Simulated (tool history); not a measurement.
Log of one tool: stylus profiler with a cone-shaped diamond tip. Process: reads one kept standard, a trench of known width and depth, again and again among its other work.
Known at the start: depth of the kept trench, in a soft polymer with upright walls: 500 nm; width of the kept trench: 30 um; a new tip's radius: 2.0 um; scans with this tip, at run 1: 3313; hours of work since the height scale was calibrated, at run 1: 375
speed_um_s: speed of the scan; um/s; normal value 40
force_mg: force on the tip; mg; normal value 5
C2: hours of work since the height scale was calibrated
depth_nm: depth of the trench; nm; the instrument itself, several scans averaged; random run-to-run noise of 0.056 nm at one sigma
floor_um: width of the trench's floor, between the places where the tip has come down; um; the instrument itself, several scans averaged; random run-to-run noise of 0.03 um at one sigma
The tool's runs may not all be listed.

run 1 hour=0 | speed_um_s=40 force_mg=5 | scans_with_this_tip=3313 C2=375 | depth_nm=511.39 floor_um=26.98
run 2 hour=17.4 | speed_um_s=40 force_mg=6.13 | scans_with_this_tip=3394 C2=384 | depth_nm=513.01 floor_um=26.91
run 3 hour=32.2 | speed_um_s=40 force_mg=4.67 | scans_with_this_tip=3463 C2=392 | depth_nm=510.81 floor_um=26.9
run 4 hour=47.9 | speed_um_s=40 force_mg=4.67 | scans_with_this_tip=3536 C2=401 | depth_nm=510.77 floor_um=26.93
run 5 hour=62.1 | speed_um_s=40 force_mg=4.67 | scans_with_this_tip=3602 C2=408 | depth_nm=510.84 floor_um=26.9
run 6 hour=80.4 | speed_um_s=40 force_mg=4.67 | scans_with_this_tip=3687 C2=418 | depth_nm=510.86 floor_um=26.92
run 7 hour=94.6 | speed_um_s=40 force_mg=4.67 | scans_with_this_tip=3753 C2=425 | depth_nm=510.94 floor_um=26.91
run 8 hour=110.3 | speed_um_s=40 force_mg=5 | scans_with_this_tip=3825 C2=433 | depth_nm=511.32 floor_um=26.85
run 9 hour=119.1 | speed_um_s=40 force_mg=7.74 | scans_with_this_tip=3866 C2=438 | depth_nm=515.15 floor_um=26.94
run 10 hour=131 | speed_um_s=40 force_mg=7.74 | scans_with_this_tip=3921 C2=444 | depth_nm=515.11 floor_um=26.94
run 11 hour=148 | speed_um_s=40 force_mg=5 | scans_with_this_tip=4001 C2=453 | depth_nm=511.32 floor_um=26.86
run 12 hour=166.3 | speed_um_s=40 force_mg=1.85 | scans_with_this_tip=4085 C2=463 | depth_nm=505.93 floor_um=26.82
run 13 hour=181.7 | speed_um_s=113 force_mg=5 | scans_with_this_tip=4157 C2=471 | depth_nm=511.4 floor_um=26.68
run 14 hour=202.1 | speed_um_s=113 force_mg=5 | scans_with_this_tip=4251 C2=482 | depth_nm=511.3 floor_um=26.68
run 15 hour=215.2 | speed_um_s=40 force_mg=5 | scans_with_this_tip=4313 C2=489 | depth_nm=511.35 floor_um=26.89
run 16 hour=229.1 | speed_um_s=40 force_mg=2 | scans_with_this_tip=4377 C2=496 | depth_nm=506.35 floor_um=26.81
run 17 hour=249.3 | speed_um_s=40 force_mg=2 | scans_with_this_tip=4471 C2=506 | depth_nm=506.3 floor_um=26.79
run 18 hour=265.6 | speed_um_s=34 force_mg=6.28 | scans_with_this_tip=4546 C2=515 | depth_nm=513.24 floor_um=26.85
run 19 hour=279.4 | speed_um_s=10 force_mg=7.99 | scans_with_this_tip=4610 C2=522 | depth_nm=515.43 floor_um=26.91
run 20 hour=287.7 | speed_um_s=43 force_mg=2.28 | scans_with_this_tip=4649 C2=527 | depth_nm=506.86 floor_um=26.74
run 21 hour=302.7 | speed_um_s=133 force_mg=6.39 | scans_with_this_tip=4719 C2=535 | depth_nm=513.46 floor_um=26.65
run 22 hour=312.6 | speed_um_s=10 force_mg=2.76 | scans_with_this_tip=4764 C2=540 | depth_nm=507.79 floor_um=26.89
run 23 hour=330.8 | speed_um_s=104 force_mg=6.99 | scans_with_this_tip=4849 C2=549 | depth_nm=514.24 floor_um=26.74
run 24 hour=350.8 | speed_um_s=104 force_mg=6.99 | scans_with_this_tip=4942 C2=560 | depth_nm=514.26 floor_um=26.75
run 25 hour=365.2 | speed_um_s=45 force_mg=4.71 | scans_with_this_tip=5009 C2=567 | depth_nm=511.01 floor_um=26.76
run 26 hour=379.7 | speed_um_s=14 force_mg=5 | scans_with_this_tip=5076 C2=575 | depth_nm=511.4 floor_um=26.85
run 27 hour=388.5 | speed_um_s=19 force_mg=5 | scans_with_this_tip=5117 C2=580 | depth_nm=511.48 floor_um=26.81
run 28 hour=399.1 | speed_um_s=19 force_mg=5 | scans_with_this_tip=5166 C2=585 | depth_nm=511.53 floor_um=26.83
run 29 hour=415.3 | speed_um_s=17 force_mg=10.75 | scans_with_this_tip=5241 C2=594 | depth_nm=518.9 floor_um=26.83

Predict the results of run 30:
run 30 hour=431.9 | speed_um_s=60 force_mg=4.8 | scans_with_this_tip=5318 C2=602 | depth_nm=? floor_um=?

{"run 30": {"depth_nm": 511.22, "floor_um": 26.74}}
Minus the tool's unlogged condition, the same run would have read depth_nm 510.87 nm, floor_um 27.23 um.

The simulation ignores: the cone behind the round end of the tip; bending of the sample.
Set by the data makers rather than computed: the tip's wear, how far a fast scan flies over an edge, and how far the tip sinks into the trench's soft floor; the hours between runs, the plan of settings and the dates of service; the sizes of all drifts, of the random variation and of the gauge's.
